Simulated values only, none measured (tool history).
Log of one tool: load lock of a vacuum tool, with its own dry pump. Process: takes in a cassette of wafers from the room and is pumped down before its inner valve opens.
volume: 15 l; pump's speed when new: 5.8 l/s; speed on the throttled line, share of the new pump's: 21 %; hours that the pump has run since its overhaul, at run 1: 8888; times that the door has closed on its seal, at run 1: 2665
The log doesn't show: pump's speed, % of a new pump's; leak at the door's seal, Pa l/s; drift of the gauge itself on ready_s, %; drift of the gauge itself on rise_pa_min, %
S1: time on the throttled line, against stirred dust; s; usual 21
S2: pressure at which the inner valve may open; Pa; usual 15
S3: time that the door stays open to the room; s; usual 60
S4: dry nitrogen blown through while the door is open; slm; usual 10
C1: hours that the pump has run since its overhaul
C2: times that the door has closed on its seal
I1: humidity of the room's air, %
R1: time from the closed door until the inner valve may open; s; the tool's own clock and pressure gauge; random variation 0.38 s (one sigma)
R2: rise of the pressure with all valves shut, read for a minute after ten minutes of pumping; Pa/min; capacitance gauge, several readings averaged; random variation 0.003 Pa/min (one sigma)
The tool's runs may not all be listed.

{"run": 1, "hour": 0.0, "S1": 21, "S2": 15, "S3": 60, "S4": 10, "C1": 8888, "C2": 2665, "I1": 46.3, "R1": 41.8, "R2": 0.043}
{"run": 2, "hour": 220.5, "S1": 21, "S2": 15, "S3": 60, "S4": 10, "C1": 9108, "C2": 3287, "I1": 45.4, "R1": 42, "R2": 0.049}
{"run": 3, "hour": 518.9, "S1": 21, "S2": 15, "S3": 60, "S4": 10, "C1": 9407, "C2": 4129, "I1": 48.6, "R1": 41.8, "R2": 0.05}
{"run": 4, "hour": 758.1, "S1": 21, "S2": 15, "S3": 60, "S4": 10, "C1": 9646, "C2": 4804, "I1": 42.9, "R1": 42.1, "R2": 0.045}
{"run": 5, "hour": 980.8, "S1": 21, "S2": 15, "S3": 60, "S4": 10, "C1": 9869, "C2": 5433, "I1": 43.2, "R1": 42.4, "R2": 0.048}
{"run": 6, "hour": 1206.2, "S1": 21, "S2": 15, "S3": 60, "S4": 10, "C1": 10094, "C2": 6069, "I1": 46.4, "R1": 41.8, "R2": 0.053}
{"run": 7, "hour": 1373.1, "S1": 10, "S2": 15, "S3": 60, "S4": 10, "C1": 10261, "C2": 6540, "I1": 46, "R1": 33.9, "R2": 0.057}
{"run": 8, "hour": 1661.5, "S1": 10, "S2": 15, "S3": 60, "S4": 10, "C1": 10549, "C2": 7354, "I1": 43, "R1": 33.8, "R2": 0.05}
{"run": 9, "hour": 1926.0, "S1": 18, "S2": 22, "S3": 60, "S4": 10, "C1": 10814, "C2": 8101, "I1": 45, "R1": 39.9, "R2": 0.057}
{"run": 10, "hour": 2175.3, "S1": 18, "S2": 15, "S3": 46, "S4": 10, "C1": 11063, "C2": 8804, "I1": 42.9, "R1": 39.6, "R2": 0.047}
{"run": 11, "hour": 2323.5, "S1": 24, "S2": 11, "S3": 46, "S4": 10, "C1": 11211, "C2": 9223, "I1": 46, "R1": 46.1, "R2": 0.048}

The next listed run, before its measurement:
{"run": 12, "hour": 2454.8, "S1": 21, "S2": 16, "S3": 60, "S4": 10, "C1": 11343, "C2": 9593, "I1": 46.2, "R1": "?", "R2": "?"}

Run 12 gave R1 42.6 s, R2 0.063 Pa/min.
Without the tool's hidden state the same run would have given R1 39.6 s, R2 0.045 Pa/min.

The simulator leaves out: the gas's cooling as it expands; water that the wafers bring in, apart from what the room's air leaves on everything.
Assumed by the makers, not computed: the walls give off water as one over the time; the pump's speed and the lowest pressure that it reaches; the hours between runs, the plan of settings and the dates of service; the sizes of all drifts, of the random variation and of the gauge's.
